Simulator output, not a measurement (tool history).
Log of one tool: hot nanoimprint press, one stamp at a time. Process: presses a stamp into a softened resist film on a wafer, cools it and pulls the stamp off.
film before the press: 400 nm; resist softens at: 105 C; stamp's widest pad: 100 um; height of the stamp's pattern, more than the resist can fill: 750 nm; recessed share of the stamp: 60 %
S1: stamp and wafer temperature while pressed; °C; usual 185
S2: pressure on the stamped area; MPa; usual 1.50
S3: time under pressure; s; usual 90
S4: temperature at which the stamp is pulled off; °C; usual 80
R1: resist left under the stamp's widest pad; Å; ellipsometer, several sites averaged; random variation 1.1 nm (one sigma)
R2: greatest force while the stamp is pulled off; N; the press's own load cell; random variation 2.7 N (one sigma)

| run | hour | S1 | S2 | S3 | S4 | R1 | R2 |
|---|---|---|---|---|---|---|---|
| 1 | 0.0 | 185 | 1.50 | 90 | 80 | 1905 | 125 |
|  | 6.9 | stamp cleaned and given a new release coat |
| 2 | 17.1 | 185 | 1.50 | 90 | 80 | 1904 | 120 |
| 3 | 25.0 | 185 | 1.50 | 90 | 80 | 1922 | 123 |
| 4 | 35.7 | 185 | 1.50 | 90 | 80 | 1903 | 127 |
| 5 | 43.0 | 185 | 1.50 | 90 | 80 | 1917 | 123 |
| 6 | 48.4 | 185 | 1.50 | 90 | 80 | 1888 | 125 |
| 7 | 59.9 | 185 | 1.50 | 90 | 80 | 1902 | 123 |
|  | 63.7 | plate thermocouple calibrated |
| 8 | 71.0 | 185 | 1.50 | 90 | 80 | 1896 | 125 |
| 9 | 79.9 | 185 | 1.50 | 90 | 80 | 1889 | 126 |
| 10 | 84.8 | 177 | 1.50 | 58 | 80 | 2705 | 128 |
| 11 | 93.2 | 188 | 1.50 | 121 | 67 | 1546 | 136 |
| 12 | 100.8 | 175 | 1.65 | 59 | 68 | 2690 | 134 |
| 13 | 108.4 | 185 | 1.98 | 90 | 80 | 1627 | 128 |
| 14 | 114.2 | 188 | 1.98 | 90 | 80 | 1486 | 129 |
| 15 | 122.6 | 188 | 1.98 | 90 | 80 | 1481 | 128 |
| 16 | 127.6 | 185 | 1.48 | 57 | 67 | 2180 | 138 |

3 ways to go on from here, each from the tool as it stands after run 16. What would each give?
| A | 138.9 | 185 | 1.22 | 54 | 72 | ? | ? |
| B | 138.9 | 178 | 1.54 | 57 | 80 | ? | ? |
| C | 138.9 | 173 | 1.87 | 57 | 67 | ? | ? |

| run | R1 | R2 |
|---|---|---|
| A | 2421 | 132 |
| B | 2557 | 126 |
| C | 2727 | 136 |
Without the tool's hidden state the same runs would have given:
| run | R1 | R2 |
|---|---|---|
| A | 2470 | 132 |
| B | 2609 | 126 |
| C | 2783 | 135 |

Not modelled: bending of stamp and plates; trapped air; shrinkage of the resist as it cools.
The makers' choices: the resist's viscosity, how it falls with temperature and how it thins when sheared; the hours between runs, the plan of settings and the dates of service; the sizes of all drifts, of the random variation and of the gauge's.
